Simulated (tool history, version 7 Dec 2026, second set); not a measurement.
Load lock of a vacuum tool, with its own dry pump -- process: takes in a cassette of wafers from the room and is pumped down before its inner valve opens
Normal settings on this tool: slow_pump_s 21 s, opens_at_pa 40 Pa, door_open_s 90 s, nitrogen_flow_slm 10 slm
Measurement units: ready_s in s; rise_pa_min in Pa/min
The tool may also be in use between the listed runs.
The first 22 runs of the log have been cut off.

run	hour	slow_pump_s	opens_at_pa	door_open_s	nitrogen_flow_slm	hours that the pump has run since its overhaul	times that the door has closed on its seal	incoming humidity of the room's air, %	ready_s	rise_pa_min
23	6402.9	20	29	90	10	9108	23630	45.7	44.8	0.171
24	6729.3	21	40	90	4	9434	24012	45.4	44.8	0.185
25	7038.1	19	30	131	25	9743	24374	45.7	44.3	0.174
26	7436.9	19	30	131	25	10142	24840	44.4	44.8	0.174
27	7697.0	21	40	90	28	10402	25145	47.4	45.1	0.171
28	7913.9	10	43	36	24	10619	25399	47.5	36.2	0.159
29	8086.1	21	51	90	10	10791	25600	44.0	43.8	0.190
30	8277.9	24	29	90	19	10983	25825	47.8	48.9	0.179
31	8536.6	24	68	45	19	11242	26128	44.4	45.5	0.164
# hour 8680.5: dry pump taken out, an overhauled one fitted
32	8838.9	34	40	39	10	158	26475	44.9	51.2	0.174
33	9009.7	15	40	39	10	329	26675	47.9	37.3	0.180
34	9184.7	20	40	90	44	504	26879	42.3	40.0	0.178
35	9543.9	21	40	92	28	863	27300	45.2	41.4	0.189
36	9803.7	21	40	92	28	1123	27604	45.7	42.2	0.196

Predict each of these 4 candidate next runs independently; none follows another, all start after run 36:
A	10144.4	21	44	92	28	1464	28003	45.1	?	?
B	10144.4	21	74	38	10	1464	28003	48.1	?	?
C	10144.4	40	31	43	10	1464	28003	44.5	?	?
D	10144.4	13	40	172	9	1464	28003	46.2	?	?

run	ready_s	rise_pa_min
A	41.6	0.188
B	39.9	0.193
C	58.0	0.189
D	36.0	0.241
Take away the tool's hidden state, keep each run's random variation, and the runs would have read:
run	ready_s	rise_pa_min
A	41.3	0.035
B	39.6	0.038
C	57.7	0.034
D	35.6	0.083

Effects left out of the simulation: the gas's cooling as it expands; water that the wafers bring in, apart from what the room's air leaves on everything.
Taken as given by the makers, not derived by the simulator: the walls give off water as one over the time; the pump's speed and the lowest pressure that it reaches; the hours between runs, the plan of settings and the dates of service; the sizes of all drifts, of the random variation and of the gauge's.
